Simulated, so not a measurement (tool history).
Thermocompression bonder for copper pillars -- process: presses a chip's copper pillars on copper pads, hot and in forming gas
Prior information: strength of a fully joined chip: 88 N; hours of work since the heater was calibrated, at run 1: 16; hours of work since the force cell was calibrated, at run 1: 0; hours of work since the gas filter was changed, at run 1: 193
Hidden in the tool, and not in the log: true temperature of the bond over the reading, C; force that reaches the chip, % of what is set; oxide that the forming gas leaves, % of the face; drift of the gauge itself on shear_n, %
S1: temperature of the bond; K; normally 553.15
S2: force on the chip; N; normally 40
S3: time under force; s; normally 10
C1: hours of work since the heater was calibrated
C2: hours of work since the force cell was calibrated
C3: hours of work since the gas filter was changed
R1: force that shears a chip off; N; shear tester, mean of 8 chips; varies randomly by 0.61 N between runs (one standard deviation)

run   hour      S1  S2  S3   C1   C2   C3    R1
  1      0  553.15  40  10   16    0  193  33.9
  2   20.7  553.15  44  10   30   14  207  37.6
  3   35.7  553.15  44  16   40   24  217  44.6
  4     54  553.15  40  10   52   36  229    34
  5   64.9  553.15  40  10   59   43  236    33
  6   75.1  532.15  40  10   66   50  243  27.2
  7  100.3  553.15  40  10   83   67  260    34
  8  110.9  553.15  40  10   90   74  267  33.9
  9  130.1  553.15  40  10  103   86  280  33.6
 10  143.4  555.15  31  10  112   95  289    27
 11  163.6  553.15  38  10  125  109  302  32.6
 12  182.4  547.15  44  19  138  121  315  43.3
 13  202.2  547.15  44  19  151  134  328  42.5
 14  220.3  534.15  44  19  163  146  340  37.4
 15  235.7  553.15  40  10  173  157  350  32.8
 16  255.2  575.15  42  10  186  170  363    42
 17  273.7  570.15  48   6  198  182  375  37.1
 18  297.9  570.15  46   9  214  198  391  41.2

Predict each of these 3 candidate next runs independently; none follows another, all start after run 18:
  A  321.2  552.15  40  10  230  214  407   ?
  B  321.2  553.15  40  23  230  214  407   ?
  C  321.2  553.15  39   9  230  214  407   ?

run    R1
  A  33.3
  B  45.3
  C  30.4
Without the tool's hidden state the same runs would have given:
run    R1
  A  36.1
  B  49.1
  C  33.1
